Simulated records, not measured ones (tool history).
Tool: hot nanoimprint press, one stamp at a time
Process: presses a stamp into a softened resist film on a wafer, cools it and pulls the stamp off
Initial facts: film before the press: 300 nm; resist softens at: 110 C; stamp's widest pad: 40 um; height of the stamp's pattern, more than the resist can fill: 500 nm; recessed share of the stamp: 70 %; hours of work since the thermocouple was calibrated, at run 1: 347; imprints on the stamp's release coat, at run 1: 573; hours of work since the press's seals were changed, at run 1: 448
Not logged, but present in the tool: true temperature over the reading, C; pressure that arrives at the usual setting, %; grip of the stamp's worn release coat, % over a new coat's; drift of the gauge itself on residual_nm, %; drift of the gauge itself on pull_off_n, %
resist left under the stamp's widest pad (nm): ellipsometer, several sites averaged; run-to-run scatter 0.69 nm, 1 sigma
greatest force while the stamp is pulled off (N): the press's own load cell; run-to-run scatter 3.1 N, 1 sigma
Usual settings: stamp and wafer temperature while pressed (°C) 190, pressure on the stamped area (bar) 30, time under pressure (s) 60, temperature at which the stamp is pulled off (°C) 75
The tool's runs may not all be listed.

run,hour,stamp and wafer temperature while pressed (°C),pressure on the stamped area (bar),time under pressure (s),temperature at which the stamp is pulled off (°C),hours of work since the thermocouple was calibrated,imprints on the stamp's release coat,hours of work since the press's seals were changed,resist left under the stamp's widest pad (nm),greatest force while the stamp is pulled off (N)
1,0,190,30,60,75,347,573,448,150.4,149
2,15.4,190,30,60,75,356,618,457,149.6,149
3,40.8,190,30,60,75,371,692,472,149.9,150
4,56.8,190,30,60,75,380,739,481,150.4,146
5,70.5,190,30,31,75,388,779,489,187.3,149
6,93.3,190,30,31,75,401,846,503,186,148
7,108.3,190,30,31,75,410,890,512,187.2,151
8,127.6,190,30,31,75,422,946,523,186.3,155
9,142.4,190,30,31,75,430,990,531,186.5,153
10,166.6,190,30,31,75,444,1061,546,187.6,154
11,184.3,194,30,60,75,455,1113,556,136.5,149
# hour 207.1: plate thermocouple calibrated
12,208,194,30,60,75,1,1173,568,136.4,160
13,228.9,190,30,60,75,13,1234,580,153.4,155
# hour 239.6: gauge calibrated
14,252.2,190,30,60,75,26,1303,594,149.3,149
15,264.1,190,30,60,75,33,1337,601,149.7,154
16,292,185,33.2,60,63,50,1419,617,163.8,196
17,313.2,185,33.2,60,63,62,1481,630,163.2,193
18,335.3,190,22.7,60,77,75,1546,643,170.3,145
19,360,190,22.7,60,77,90,1619,657,170.9,147
20,374.2,190,22.7,60,77,98,1660,665,172,145
21,389.2,190,30,35,75,107,1704,674,181.1,153
22,401.6,190,27.7,60,78,114,1740,681,157.1,140
23,425.2,196,20,57,65,128,1810,695,159.2,189
24,437.6,190,30,60,81,135,1846,703,152.6,133
25,461.4,190,30,60,72,149,1916,717,152.5,162
# hour 471.7: stamp cleaned and given a new release coat
26,493.4,190,30,60,72,164,64,732,152.1,159
27,511.8,189,30,45,75,175,118,742,172.7,152
28,531,201,30,60,70,186,174,754,115.3,167
29,553.3,201,30,60,70,199,239,767,116.3,166
30,576.6,201,30,60,70,213,308,780,116.4,168

Branching from run 30: 3 alternative next runs. What would each branch give?
A,604.3,183,30,52,75,229,389,797,?,?
B,604.3,184,31.5,49,75,229,389,797,?,?
C,604.3,190,30,71,75,229,389,797,?,?

run,resist left under the stamp's widest pad (nm),greatest force while the stamp is pulled off (N)
A,195.8,145
B,188.5,151
C,145.1,150
Had the tool no hidden state, the same runs would have come out as:
run,resist left under the stamp's widest pad (nm),greatest force while the stamp is pulled off (N)
A,188.7,145
B,181.7,150
C,139.8,150
